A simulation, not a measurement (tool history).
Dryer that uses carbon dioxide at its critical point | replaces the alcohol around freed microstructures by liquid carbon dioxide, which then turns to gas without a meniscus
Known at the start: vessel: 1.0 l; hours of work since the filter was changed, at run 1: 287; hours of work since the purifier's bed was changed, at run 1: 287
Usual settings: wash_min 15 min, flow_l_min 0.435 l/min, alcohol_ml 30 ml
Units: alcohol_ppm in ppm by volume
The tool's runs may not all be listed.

run	hour	wash_min	flow_l_min	alcohol_ml	hours of work since the filter was changed	hours of work since the purifier's bed was changed	alcohol_ppm
1	0.0	15	0.435	30	287	287	171
2	8.0	15	0.435	30	293	293	177
3	15.2	15	0.453	30	299	299	159
4	25.3	15	0.453	24	306	306	141
5	35.6	15	0.453	26	314	314	141
6	42.7	15	0.453	26	319	319	151
7	55.8	15	0.453	26	329	329	157
8	63.5	20	0.435	30	335	335	80
9	74.7	15	0.572	30	343	343	85
10	87.8	15	0.572	50	353	353	98
11	100.5	15	0.572	50	363	363	103
12	108.1	15	0.572	50	368	368	96
13	121.2	15	0.435	30	378	378	217
# hour 126.5: inlet filter changed
14	128.1	15	0.435	30	1	383	135
15	138.7	15	0.285	30	9	391	728
16	145.5	14	0.479	74	14	396	205
17	152.1	14	0.479	74	19	401	220
18	163.8	14	0.549	44	28	409	100
19	170.2	17	0.646	30	33	414	63
20	179.4	16	0.265	30	40	421	794
21	191.1	18	0.536	30	48	430	73
22	197.5	18	0.536	30	53	435	73
23	204.3	18	0.412	56	58	440	148
24	215.0	18	0.317	46	66	448	368
25	228.1	11	0.317	46	76	458	2231
26	238.9	9	0.360	107	84	466	6167
27	245.3	9	0.360	107	89	470	6363
28	255.9	10	0.434	42	97	478	948
29	263.6	10	0.434	42	103	484	929
30	272.3	10	0.434	42	109	491	970

Hidden state or all else? Some run-to-run changes of alcohol_ppm, split into what the settings, what came in and random variation would give without the hidden state, and what is left for the hidden state (with any gauge scatter that isn't in both results):
The hidden state here: flow that reaches the vessel past the clogged filter, %; alcohol in the recycled carbon dioxide, ppm; drift of the gauge itself on alcohol_ppm, %.
Run 24 -> 25: wash_min 18 -> 11. alcohol_ppm +1863 ppm by volume: hidden state +198, all else +1665.
Run 25 -> 26: wash_min 11 -> 9, flow_l_min 0.317 -> 0.360, alcohol_ml 46 -> 107. alcohol_ppm +3936 ppm by volume: hidden state +453, all else +3483.
Run 27 -> 28: wash_min 9 -> 10, flow_l_min 0.360 -> 0.434, alcohol_ml 107 -> 42. alcohol_ppm -5415 ppm by volume: hidden state -603, all else -4812.
